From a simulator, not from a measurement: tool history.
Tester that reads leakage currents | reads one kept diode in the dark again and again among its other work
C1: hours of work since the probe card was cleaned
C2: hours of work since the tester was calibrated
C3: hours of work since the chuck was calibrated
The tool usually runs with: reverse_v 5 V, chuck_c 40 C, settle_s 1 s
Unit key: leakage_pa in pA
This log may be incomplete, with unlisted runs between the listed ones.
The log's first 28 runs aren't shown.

Run 29, day 31.329: usual settings but reverse_v 8.84 V, chuck_c 21 C; C1 215; C2 1164; C3 1580. Result: leakage_pa 159.45 pA.
Run 30, day 32.538: usual settings but reverse_v 8.84 V, chuck_c 21 C; C1 233; C2 1182; C3 1598. Result: leakage_pa 158.07 pA.
Run 31, day 33.888: usual settings but reverse_v 2.17 V, chuck_c 20 C, settle_s 2.17 s; C1 253; C2 1202; C3 1619. Result: leakage_pa 70.64 pA.
Run 32, day 35.438: usual settings but reverse_v 2.17 V, chuck_c 42 C, settle_s 5.69 s; C1 276; C2 1225; C3 1642. Result: leakage_pa 539 pA.
Run 33, day 36.971: usual settings but reverse_v 4.77 V, chuck_c 31 C, settle_s 1.41 s; C1 299; C2 1248; C3 1664. Result: leakage_pa 303.81 pA.
Run 34, day 38.325: usual settings but reverse_v 4.77 V, chuck_c 31 C, settle_s 1.41 s; C1 319; C2 1268; C3 1685. Result: leakage_pa 300.05 pA.
Run 35, day 39.388: usual settings but reverse_v 2.52 V, chuck_c 32 C, settle_s 3.08 s; C1 335; C2 1284; C3 1700. Result: leakage_pa 238.1 pA.
Run 36, day 40.138: usual settings but reverse_v 7.41 V, chuck_c 46 C, settle_s 0.64 s; C1 346; C2 1295; C3 1712. Result: leakage_pa 1405.86 pA.
Run 37, day 41.583: usual settings but reverse_v 7.41 V, chuck_c 46 C, settle_s 0.64 s; C1 367; C2 1317; C3 1733. Result: leakage_pa 1402.21 pA.
Run 38, day 42.425: usual settings but reverse_v 7.41 V, chuck_c 46 C, settle_s 0.64 s; C1 380; C2 1329; C3 1746. Result: leakage_pa 1404 pA.
Run 39, day 43.212: usual settings but reverse_v 8.36 V, settle_s 0.68 s; C1 392; C2 1341; C3 1757. Result: leakage_pa 890.87 pA.
Run 40, day 44.625: usual settings but reverse_v 2.31 V, chuck_c 55 C, settle_s 2.14 s; C1 413; C2 1362; C3 1778. Result: leakage_pa 1631.08 pA.

Forecast each of these 4 alternatives for the next run:
Run A, day 45.35: usual settings but reverse_v 2.07 V, chuck_c 33 C, settle_s 1.73 s; C1 423; C2 1373; C3 1789. Result: leakage_pa ?.
Run B, day 45.35: usual settings; C1 423; C2 1373; C3 1789. Result: leakage_pa ?.
Run C, day 45.35: usual settings but reverse_v 4.38 V; C1 423; C2 1373; C3 1789. Result: leakage_pa ?.
Run D, day 45.35: usual settings but chuck_c 30 C, settle_s 0.38 s; C1 423; C2 1373; C3 1789. Result: leakage_pa ?.

run  leakage_pa
  A      236.63
  B      685.34
  C      644.27
  D       279.7
What these runs would have given with no unlogged condition in the tool:
run  leakage_pa
  A      269.86
  B      776.76
  C      730.23
  D      319.49
